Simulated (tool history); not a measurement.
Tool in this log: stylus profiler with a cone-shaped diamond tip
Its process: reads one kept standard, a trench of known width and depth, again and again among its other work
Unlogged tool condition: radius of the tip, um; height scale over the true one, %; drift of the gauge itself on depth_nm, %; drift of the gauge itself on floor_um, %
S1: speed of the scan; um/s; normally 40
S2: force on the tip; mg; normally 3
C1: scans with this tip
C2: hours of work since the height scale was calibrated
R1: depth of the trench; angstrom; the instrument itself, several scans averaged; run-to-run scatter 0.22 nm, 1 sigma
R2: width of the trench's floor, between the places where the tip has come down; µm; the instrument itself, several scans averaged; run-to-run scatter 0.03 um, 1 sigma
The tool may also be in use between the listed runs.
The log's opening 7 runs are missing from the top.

Run 8, day 4.933: usual settings but S2 1.28 mg; C1 1209; C2 208. Result: R1 10024.1 angstrom, R2 13.54 µm.
Run 9, day 5.525: usual settings but S1 25 um/s; C1 1260; C2 217. Result: R1 10051.9 angstrom, R2 13.67 µm.
Run 10, day 6.475: usual settings but S1 25 um/s; C1 1341; C2 231. Result: R1 10053.7 angstrom, R2 13.69 µm.
Run 11, day 7.492: usual settings but S1 23 um/s; C1 1429; C2 246. Result: R1 10050.3 angstrom, R2 13.69 µm.
Run 12, day 8.229: usual settings but S1 158 um/s; C1 1492; C2 257. Result: R1 10051.9 angstrom, R2 13 µm.
Run 13, day 9.117: usual settings but S1 158 um/s; C1 1568; C2 270. Result: R1 10049.5 angstrom, R2 12.98 µm.
Run 14, day 9.946: usual settings but S1 158 um/s; C1 1640; C2 282. Result: R1 10054.8 angstrom, R2 13.01 µm.
Run 15, day 10.538: usual settings but S1 97 um/s; C1 1690; C2 291. Result: R1 10050.3 angstrom, R2 13.25 µm.
Run 16, day 11.312: usual settings; C1 1757; C2 302. Result: R1 10047.6 angstrom, R2 13.48 µm.
Run 17, day 11.933: usual settings but S2 5.08 mg; C1 1810; C2 312. Result: R1 10078 angstrom, R2 13.59 µm.
Run 18, day 12.833: usual settings but S2 5.08 mg; C1 1888; C2 325. Result: R1 10075.7 angstrom, R2 13.6 µm.
Run 19, day 13.45: usual settings but S1 125 um/s, S2 5.08 mg; C1 1941; C2 334. Result: R1 10076.2 angstrom, R2 13.19 µm.
Run 20, day 14.467: usual settings but S2 1.63 mg; C1 2028; C2 349. Result: R1 10028.5 angstrom, R2 13.45 µm.
Run 21, day 15.142: usual settings; C1 2086; C2 359. Result: R1 10048.1 angstrom, R2 13.51 µm.
Run 22, day 15.838: usual settings; C1 2146; C2 369. Result: R1 10045.2 angstrom, R2 13.51 µm.
Run 23, day 16.875: usual settings but S1 37 um/s; C1 2235; C2 385. Result: R1 10047 angstrom, R2 13.51 µm.
Run 24, day 17.554: usual settings but S1 37 um/s; C1 2293; C2 395. Result: R1 10042.1 angstrom, R2 13.5 µm.
Run 25, day 18.521: usual settings but S1 37 um/s, S2 7.36 mg; C1 2376; C2 409. Result: R1 10096.7 angstrom, R2 13.54 µm.
Run 26, day 18.958: usual settings but S1 32 um/s, S2 7.45 mg; C1 2414; C2 416. Result: R1 10101.5 angstrom, R2 13.54 µm.
Run 27, day 19.762: usual settings but S1 99 um/s, S2 7.98 mg; C1 2483; C2 427. Result: R1 10103.1 angstrom, R2 13.34 µm.
Run 28, day 20.675: usual settings but S1 99 um/s, S2 7.98 mg; C1 2562; C2 441. Result: R1 10104.5 angstrom, R2 13.31 µm.
Run 29, day 21.454: usual settings but S1 25 um/s, S2 2.96 mg; C1 2628; C2 452. Result: R1 10044.3 angstrom, R2 13.51 µm.

What does the tool deliver on the next run?
Run 30, day 21.892: usual settings but S1 66 um/s, S2 6.63 mg; C1 2666; C2 459. Result: R1 ?, R2 ?.

{"run 30": {"R1": 10094.3, "R2": 13.4}}
Minus the tool's unlogged condition, the same run would have read R1 10117.1 angstrom, R2 13.78 µm.
